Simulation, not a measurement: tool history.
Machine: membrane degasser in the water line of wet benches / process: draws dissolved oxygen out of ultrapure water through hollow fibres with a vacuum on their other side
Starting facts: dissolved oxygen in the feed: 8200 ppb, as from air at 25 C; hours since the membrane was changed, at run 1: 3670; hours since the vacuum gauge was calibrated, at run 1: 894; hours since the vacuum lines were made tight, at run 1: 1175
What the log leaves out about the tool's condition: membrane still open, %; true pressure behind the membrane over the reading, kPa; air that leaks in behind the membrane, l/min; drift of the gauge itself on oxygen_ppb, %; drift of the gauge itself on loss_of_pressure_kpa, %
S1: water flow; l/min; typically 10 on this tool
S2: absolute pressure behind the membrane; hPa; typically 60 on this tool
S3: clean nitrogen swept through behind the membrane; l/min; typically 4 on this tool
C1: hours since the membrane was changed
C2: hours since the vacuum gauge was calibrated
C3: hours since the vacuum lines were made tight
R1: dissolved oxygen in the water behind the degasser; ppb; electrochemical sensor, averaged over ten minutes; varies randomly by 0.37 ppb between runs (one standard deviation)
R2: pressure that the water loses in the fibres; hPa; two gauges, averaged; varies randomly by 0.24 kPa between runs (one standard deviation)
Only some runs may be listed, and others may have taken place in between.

run,hour,S1,S2,S3,C1,C2,C3,R1,R2
1,0,10,60,4,3670,894,1175,21.4,604.4
2,55.7,10,60,2.16,3725,950,1231,35,606.7
3,138.1,10,60,4,3808,1032,1313,21.8,608.5
4,243.4,10,60,4,3913,1137,1418,21,610.3
5,343.1,10,60,4,4013,1237,1518,21,607.1
6,427.9,10,60,4,4097,1322,1603,21.5,612.3
7,529.7,10,60,5.38,4199,1424,1705,17,605.3
8,613.6,10,60,5.38,4283,1507,1789,16.3,607.8
9,702.9,10,60,4,4373,1597,1878,20.9,608.6
10,811.1,10,60,4,4481,1705,1986,21.9,611.2
11,882.6,10,45.4,4,4552,1776,2058,12.3,611.2
12,935.4,10,45.4,4,4605,1829,2110,12.6,611.3

Run 13, settings as shown, results not yet in. Your forecast:
13,987.3,6,60,7.6,4657,1881,2162,?,?

Run 13 yielded R1 5.7 ppb, R2 365 hPa.
Without the tool's hidden state the same run would have given R1 5.7 ppb, R2 361.1 hPa.
